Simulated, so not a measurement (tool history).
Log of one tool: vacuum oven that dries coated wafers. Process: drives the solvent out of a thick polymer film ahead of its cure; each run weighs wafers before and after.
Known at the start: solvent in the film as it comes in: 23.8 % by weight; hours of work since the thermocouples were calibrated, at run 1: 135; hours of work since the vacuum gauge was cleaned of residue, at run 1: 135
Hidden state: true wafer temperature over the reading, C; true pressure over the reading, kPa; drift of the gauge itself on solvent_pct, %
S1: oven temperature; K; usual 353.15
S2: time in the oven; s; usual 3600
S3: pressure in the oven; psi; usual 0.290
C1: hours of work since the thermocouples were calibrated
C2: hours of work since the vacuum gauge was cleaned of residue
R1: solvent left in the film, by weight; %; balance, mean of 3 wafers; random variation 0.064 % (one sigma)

run,hour,S1,S2,S3,C1,C2,R1
1,0.0,353.15,3600,0.290,135,135,4.00
2,8.2,353.15,3600,0.290,139,139,4.03
3,20.5,353.15,3600,0.290,144,144,3.96
4,30.6,353.15,2340,0.290,149,149,6.17
5,42.8,353.15,6360,0.290,155,155,2.39
6,51.8,353.15,3600,1.146,159,159,9.37
7,64.1,353.15,3600,0.290,165,165,3.98
8,71.1,353.15,3600,0.290,168,168,4.02
9,79.9,353.15,3600,0.290,172,172,3.94
# hour 81.9: vacuum gauge cleaned of residue and calibrated
10,87.5,353.15,3600,0.290,175,3,3.83
11,94.0,351.15,3600,0.290,178,6,4.84
12,105.7,363.15,3600,0.290,183,11,1.65
13,118.0,363.15,3600,0.290,189,17,1.67
14,124.0,353.15,3600,0.145,192,20,3.11
15,135.7,353.15,3600,0.145,197,25,3.03
16,142.1,367.15,2400,0.480,200,28,2.34
17,149.6,367.15,2400,0.480,204,31,2.45
# hour 152.6: vacuum gauge cleaned of residue and calibrated, once more
18,162.1,364.15,3600,1.143,209,4,5.37
19,171.8,353.15,4560,0.290,213,9,2.95
20,180.9,353.15,3360,0.290,218,13,4.23
21,187.7,353.15,3360,0.290,221,16,4.05
22,199.6,353.15,1980,0.667,226,22,9.22
23,208.7,353.15,1980,0.667,231,26,9.07
24,214.4,357.15,2460,0.701,233,29,6.23
25,223.2,367.15,4200,0.672,237,33,2.68
26,234.9,367.15,4200,0.672,243,38,2.75
27,243.9,367.15,2940,0.326,247,43,1.61
28,249.4,360.15,2760,0.290,249,45,2.81

Forecast each of these 3 alternatives for the next run:
A,256.7,360.15,2400,0.397,253,48,?
B,256.7,358.15,2520,0.290,253,48,?
C,256.7,339.15,2760,0.448,253,48,?

run,R1
A,3.75
B,3.90
C,13.36
Without the tool's hidden state the same runs would have given:
run,R1
A,3.80
B,3.96
C,13.44
